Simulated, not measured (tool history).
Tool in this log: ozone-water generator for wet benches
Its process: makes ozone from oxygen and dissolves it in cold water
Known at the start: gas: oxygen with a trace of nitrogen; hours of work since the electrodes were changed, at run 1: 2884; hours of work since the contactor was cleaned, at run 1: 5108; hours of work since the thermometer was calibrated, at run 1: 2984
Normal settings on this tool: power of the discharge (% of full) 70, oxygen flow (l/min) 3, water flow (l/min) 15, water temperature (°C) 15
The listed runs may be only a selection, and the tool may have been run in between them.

| run | hour | power of the discharge (% of full) | oxygen flow (l/min) | water flow (l/min) | water temperature (°C) | hours of work since the electrodes were changed | hours of work since the contactor was cleaned | hours of work since the thermometer was calibrated | dissolved ozone (ppm) | ozone in the gas ahead of the water (g/m3) |
|---|---|---|---|---|---|---|---|---|---|---|
| 1 | 0 | 70 | 3 | 15 | 15 | 2884 | 5108 | 2984 | 17.6 | 204.8 |
| 2 | 30.9 | 70 | 3 | 15 | 15 | 2915 | 5138 | 3015 | 17.3 | 201.2 |
| 3 | 86.1 | 70 | 3 | 15 | 15 | 2970 | 5193 | 3070 | 17.4 | 200.9 |
| 4 | 125.6 | 70 | 3 | 15 | 15 | 3009 | 5233 | 3109 | 17.4 | 203.5 |
| 5 | 175.8 | 70 | 3 | 15 | 15 | 3059 | 5283 | 3159 | 17 | 203.2 |
|  | 186.3 | water thermometer calibrated |
| 6 | 245.4 | 70 | 3 | 15 | 15 | 3128 | 5352 | 59 | 17.5 | 201.8 |
| 7 | 319.1 | 70 | 3 | 15 | 15 | 3202 | 5425 | 132 | 17.2 | 200.4 |
| 8 | 352 | 70 | 3 | 15 | 15 | 3235 | 5458 | 165 | 17.1 | 201.3 |
| 9 | 418.8 | 70 | 3 | 15 | 15 | 3301 | 5525 | 232 | 17.3 | 200.7 |
| 10 | 458.9 | 70 | 3 | 15 | 15 | 3341 | 5565 | 272 | 16.9 | 199.9 |
| 11 | 525.6 | 70 | 4.14 | 15 | 9 | 3408 | 5631 | 339 | 18.9 | 169 |
| 12 | 595.3 | 94 | 3 | 15 | 11 | 3478 | 5701 | 408 | 22.1 | 246.9 |
| 13 | 659.2 | 94 | 3 | 15 | 15 | 3541 | 5765 | 472 | 21 | 245.6 |
| 14 | 698.2 | 94 | 3 | 15 | 15 | 3580 | 5804 | 511 | 21 | 248.5 |
| 15 | 755.3 | 94 | 3 | 15 | 15 | 3637 | 5861 | 568 | 21 | 243.8 |
| 16 | 820.6 | 70 | 4.84 | 15 | 17 | 3702 | 5926 | 633 | 17 | 155.5 |
| 17 | 892.6 | 70 | 4.84 | 15 | 17 | 3774 | 5998 | 705 | 16.8 | 154.9 |
| 18 | 952.2 | 81 | 2.02 | 13 | 12 | 3834 | 6057 | 764 | 20.5 | 271 |

Consider 3 possible next runs. They are alternatives, not a sequence: every one starts from the tool as it was left by run 18. What does each give?
| A | 1014.3 | 70 | 4.13 | 15 | 15 | 3896 | 6119 | 826 | ? | ? |
| B | 1014.3 | 41 | 3 | 20 | 15 | 3896 | 6119 | 826 | ? | ? |
| C | 1014.3 | 81 | 2.02 | 22 | 12 | 3896 | 6119 | 826 | ? | ? |

| run | dissolved ozone (ppm) | ozone in the gas ahead of the water (g/m3) |
|---|---|---|
| A | 17.2 | 166.1 |
| B | 8.7 | 132.8 |
| C | 12.4 | 268.1 |
Without the tool's hidden state the same runs would have given:
| run | dissolved ozone (ppm) | ozone in the gas ahead of the water (g/m3) |
|---|---|---|
| A | 21 | 184.4 |
| B | 10.2 | 141.3 |
| C | 15.3 | 301.2 |

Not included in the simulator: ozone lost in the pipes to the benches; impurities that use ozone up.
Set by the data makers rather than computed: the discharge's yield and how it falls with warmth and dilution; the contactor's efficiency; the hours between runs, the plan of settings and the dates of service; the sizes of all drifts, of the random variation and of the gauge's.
